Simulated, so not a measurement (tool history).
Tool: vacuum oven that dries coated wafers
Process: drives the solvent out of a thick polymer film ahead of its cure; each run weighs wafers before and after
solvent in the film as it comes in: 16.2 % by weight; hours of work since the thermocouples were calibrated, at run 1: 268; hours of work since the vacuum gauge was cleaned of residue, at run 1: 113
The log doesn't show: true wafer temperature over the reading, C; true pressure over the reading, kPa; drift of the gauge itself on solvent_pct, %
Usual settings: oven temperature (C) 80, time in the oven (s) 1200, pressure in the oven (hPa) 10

run	hour	oven temperature (C)	time in the oven (s)	pressure in the oven (hPa)	hours of work since the thermocouples were calibrated	hours of work since the vacuum gauge was cleaned of residue	solvent left in the film (%)
1	0	80	1200	10	268	113	0.84
2	18.4	80	1200	10	276	121	0.93
3	36.1	80	1200	10	283	128	0.86
4	55.3	80	1200	10	291	136	0.9
5	71.5	80	1200	10	297	142	0.9
6	88.1	80	1200	10	304	149	0.91
7	106.4	80	1200	10	312	156	0.89
8	127.6	80	1200	10	320	165	0.9
9	151.1	80	1380	10	330	174	0.68
10	167.7	80	1380	10	337	181	0.76
11	187	80	1980	10	344	189	0.51
12	208.2	80	1980	10	353	198	0.49
13	218.5	80	900	10	357	202	1.45
14	235.3	80	900	10	364	209	1.46
15	248.6	80	900	10	369	214	1.43
16	271.4	80	900	10	379	223	1.48
17	281.9	80	900	10	383	228	1.41
18	291.9	80	900	10	387	232	1.56
19	302.2	80	900	10	391	236	1.45
20	321.6	80	1080	10	399	244	1.07
21	331.7	80	1080	10	403	248	1.11
22	341.7	80	1080	10	407	252	1.11
23	363.2	80	1080	10	416	261	1.05
24	385.8	81	1920	8.8	425	270	0.5
25	404	78	1620	13.7	433	277	0.83
26	427.7	78	1620	26.2	442	287	1.42
27	444	78	1620	26.2	449	293	1.43
28	457.9	85	1200	10.6	454	299	0.58
29	479.3	80	1200	37.2	463	308	1.96
30	492.5	88	1800	8.1	469	313	0.28
31	507.8	81	960	15.6	475	319	1.35
32	521.3	91	1440	8.2	480	325	0.33
33	540.7	93	840	10	488	333	0.5
34	555.8	92	1740	6.7	494	339	0.21
35	571.5	88	1740	6	501	345	0.22
36	592.8	85	900	10	509	354	0.91
37	613.9	80	840	10	518	362	1.66
38	629.6	80	1200	23.3	524	369	1.45
39	648.8	80	1920	10	532	377	0.54
40	669.5	80	1740	5.9	540	385	0.39
41	684.9	80	1740	5.9	547	391	0.44
42	703.5	80	1740	5.9	554	399	0.45
43	721.4	80	1740	5.9	562	406	0.36
44	734.3	72	1620	5.9	567	411	0.9
45	758.1	79	1920	5.9	576	421	0.37
46	777.9	79	1920	32	584	429	1.54

Measured less the same run without the tool's hidden state. The same run-to-run variation is in both; the gauge's scatter may not be:
run	solvent left in the film (%)
1	-0.02
2	-0.02
3	-0.01
4	-0.01
5	-0.01
6	-0.01
7	-0.02
8	-0.01
9	+0
10	+0.01
11	+0.02
12	+0.02
13	-0.04
14	-0.04
15	-0.04
16	-0.04
17	-0.04
18	-0.04
19	-0.04
20	-0.01
21	-0.01
22	-0.02
23	-0.02
24	+0.04
25	+0.02
26	+0
27	+0
28	+0.01
29	-0.04
30	+0.04
31	-0.04
32	+0.03
33	+0
34	+0.04
35	+0.04
36	-0.02
37	-0.06
38	-0.01
39	+0.05
40	+0.05
41	+0.06
42	+0.06
43	+0.05
44	+0.03
45	+0.07
46	+0.01

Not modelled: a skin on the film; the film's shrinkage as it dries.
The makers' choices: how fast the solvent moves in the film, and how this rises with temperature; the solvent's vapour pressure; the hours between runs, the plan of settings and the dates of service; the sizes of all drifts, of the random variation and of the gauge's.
